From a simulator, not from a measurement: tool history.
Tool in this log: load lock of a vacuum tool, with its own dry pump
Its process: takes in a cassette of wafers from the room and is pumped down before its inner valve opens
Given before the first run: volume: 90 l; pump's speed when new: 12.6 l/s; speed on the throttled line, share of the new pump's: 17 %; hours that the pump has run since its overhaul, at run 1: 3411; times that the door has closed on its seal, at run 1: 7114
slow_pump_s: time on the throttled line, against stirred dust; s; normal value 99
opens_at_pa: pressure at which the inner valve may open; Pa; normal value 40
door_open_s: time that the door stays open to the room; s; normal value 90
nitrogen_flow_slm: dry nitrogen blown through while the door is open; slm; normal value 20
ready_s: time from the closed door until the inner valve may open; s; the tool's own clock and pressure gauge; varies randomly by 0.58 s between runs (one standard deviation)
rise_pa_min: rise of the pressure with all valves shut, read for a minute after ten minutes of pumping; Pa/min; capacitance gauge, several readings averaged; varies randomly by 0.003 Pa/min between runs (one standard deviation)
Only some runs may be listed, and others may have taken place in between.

run	hour	slow_pump_s	opens_at_pa	door_open_s	nitrogen_flow_slm	hours that the pump has run since its overhaul	times that the door has closed on its seal	incoming humidity of the room's air, %	ready_s	rise_pa_min
1	0.0	99	40	90	20	3411	7114	45.8	139.7	0.019
2	307.6	99	40	90	20	3718	8044	42.3	138.2	0.022
3	605.3	158	40	90	20	4016	8944	42.0	185.2	0.017
4	951.2	99	40	90	20	4362	9990	44.0	138.0	0.025
5	1206.0	99	40	90	26	4617	10761	44.2	139.1	0.023
6	1464.2	99	40	90	26	4875	11541	43.3	138.3	0.015

What does the tool deliver on the next run?
7	1795.7	99	40	90	20	5206	12544	48.0	?	?

Run 7 yielded ready_s 138.9 s, rise_pa_min 0.021 Pa/min.
On a tool with no hidden condition, and with the same random variation, this run would have come out at ready_s 138.9 s, rise_pa_min 0.021 Pa/min.
